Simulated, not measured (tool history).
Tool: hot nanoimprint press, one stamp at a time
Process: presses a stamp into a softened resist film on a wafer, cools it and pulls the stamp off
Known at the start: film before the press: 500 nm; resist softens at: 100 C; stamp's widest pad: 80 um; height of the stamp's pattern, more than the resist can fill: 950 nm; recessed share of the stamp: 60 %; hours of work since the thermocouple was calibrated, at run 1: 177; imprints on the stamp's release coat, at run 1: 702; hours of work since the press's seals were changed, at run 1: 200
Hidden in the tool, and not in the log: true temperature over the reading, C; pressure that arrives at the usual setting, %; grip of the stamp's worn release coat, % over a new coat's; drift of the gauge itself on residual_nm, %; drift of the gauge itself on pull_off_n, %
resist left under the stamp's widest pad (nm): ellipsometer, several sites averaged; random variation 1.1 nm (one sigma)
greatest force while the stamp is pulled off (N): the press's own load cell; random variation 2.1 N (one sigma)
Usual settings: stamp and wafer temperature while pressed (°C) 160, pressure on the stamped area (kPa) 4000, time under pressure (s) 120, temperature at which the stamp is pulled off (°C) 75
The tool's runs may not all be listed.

| run | day | stamp and wafer temperature while pressed (°C) | pressure on the stamped area (kPa) | time under pressure (s) | temperature at which the stamp is pulled off (°C) | hours of work since the thermocouple was calibrated | imprints on the stamp's release coat | hours of work since the press's seals were changed | resist left under the stamp's widest pad (nm) | greatest force while the stamp is pulled off (N) |
|---|---|---|---|---|---|---|---|---|---|---|
| 1 | 0 | 160 | 4000 | 120 | 75 | 177 | 702 | 200 | 210.8 | 90 |
| 2 | 0.25 | 160 | 4000 | 120 | 75 | 180 | 712 | 203 | 207.9 | 88 |
| 3 | 0.538 | 160 | 4000 | 120 | 75 | 183 | 724 | 206 | 209.9 | 92 |
| 4 | 0.788 | 160 | 4000 | 120 | 75 | 185 | 734 | 208 | 208.5 | 95 |
| 5 | 1.033 | 161 | 4000 | 120 | 75 | 188 | 744 | 211 | 201 | 90 |
| 6 | 1.446 | 160 | 2820 | 120 | 75 | 192 | 760 | 215 | 247.5 | 93 |
| 7 | 1.875 | 160 | 2820 | 120 | 75 | 196 | 778 | 219 | 247.3 | 93 |
| 8 | 2.221 | 160 | 2820 | 120 | 75 | 200 | 791 | 223 | 248.4 | 92 |
| 9 | 2.708 | 160 | 4000 | 120 | 75 | 205 | 811 | 228 | 207 | 92 |
| 10 | 3.171 | 160 | 3060 | 120 | 75 | 209 | 830 | 232 | 236 | 88 |
| 11 | 3.483 | 160 | 3060 | 120 | 75 | 213 | 842 | 236 | 237.2 | 92 |
| 12 | 4.004 | 160 | 3280 | 120 | 75 | 218 | 863 | 241 | 226.9 | 91 |
| 13 | 4.379 | 160 | 4000 | 120 | 75 | 222 | 878 | 245 | 207.2 | 92 |
| 14 | 4.588 | 160 | 4000 | 120 | 75 | 224 | 887 | 247 | 207.6 | 90 |
| 15 | 4.808 | 160 | 4000 | 98 | 75 | 226 | 895 | 249 | 223.7 | 90 |
| 16 | 5.108 | 160 | 4390 | 167 | 75 | 229 | 908 | 252 | 174.4 | 87 |
| 17 | 5.508 | 169 | 4390 | 162 | 66 | 233 | 924 | 256 | 125.2 | 112 |
| 18 | 5.988 | 168 | 4000 | 120 | 64 | 238 | 943 | 261 | 153 | 116 |
| 19 | 6.279 | 168 | 4000 | 120 | 64 | 241 | 955 | 264 | 154.6 | 118 |

Forecast run 20:
| 20 | 6.525 | 160 | 4000 | 98 | 71 | 243 | 965 | 266 | ? | ? |

{"run 20": {"resist left under the stamp's widest pad (nm)": 222.9, "greatest force while the stamp is pulled off (N)": 99}}
Without the tool's hidden state the same run would have given resist left under the stamp's widest pad (nm) 225.9, greatest force while the stamp is pulled off (N) 98.
